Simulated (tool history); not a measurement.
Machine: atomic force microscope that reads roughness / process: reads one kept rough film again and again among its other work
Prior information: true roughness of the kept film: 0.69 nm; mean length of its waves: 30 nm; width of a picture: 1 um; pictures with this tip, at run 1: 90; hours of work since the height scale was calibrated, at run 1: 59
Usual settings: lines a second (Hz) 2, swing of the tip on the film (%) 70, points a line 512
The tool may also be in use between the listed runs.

run   hour  lines a second (Hz)  swing of the tip on the film (%)  points a line  pictures with this tip  hours of work since the height scale was calibrated  roughness of the kept film (nm (root mean square))
  1      0                    2                                70            512                      90                                                   59                                               0.613
       7.6  -- new tip fitted
  2   11.8                    2                                79            512                      10                                                   67                                               0.607
  3   30.5                    2                                79            512                      54                                                   79                                                0.61
  4   40.3                    2                                79            512                      78                                                   86                                               0.593
  5   49.7                    2                                65            512                     100                                                   92                                               0.619
      53.5  -- new tip fitted
  6   64.3                    2                                70            512                      26                                                  102                                               0.629
  7     76                    2                                70            512                      54                                                  110                                               0.624
  8   84.4                 1.64                                88            553                      74                                                  116                                               0.587
      98.9  -- new tip fitted
  9  102.6                    2                                77            512                       9                                                  128                                               0.609
 10  116.9                 0.98                                83            856                      43                                                  137                                               0.624
 11    132                 1.94                                64            748                      79                                                  148                                                0.63

4 ways to go on from here, each from the tool as it stands after run 11. What would each give?
  A  140.6                 0.87                                64            748                      99                                                  154                                                   ?
  B  140.6                 1.94                                83            385                      99                                                  154                                                   ?
  C  140.6                  1.6                                84            501                      99                                                  154                                                   ?
  D  140.6                 0.57                                70            512                      99                                                  154                                                   ?

run  roughness of the kept film (nm (root mean square))
  A                                               0.629
  B                                               0.581
  C                                               0.587
  D                                               0.634
Without the tool's unlogged condition, the same runs would have read:
run  roughness of the kept film (nm (root mean square))
  A                                               0.657
  B                                               0.607
  C                                               0.612
  D                                               0.662
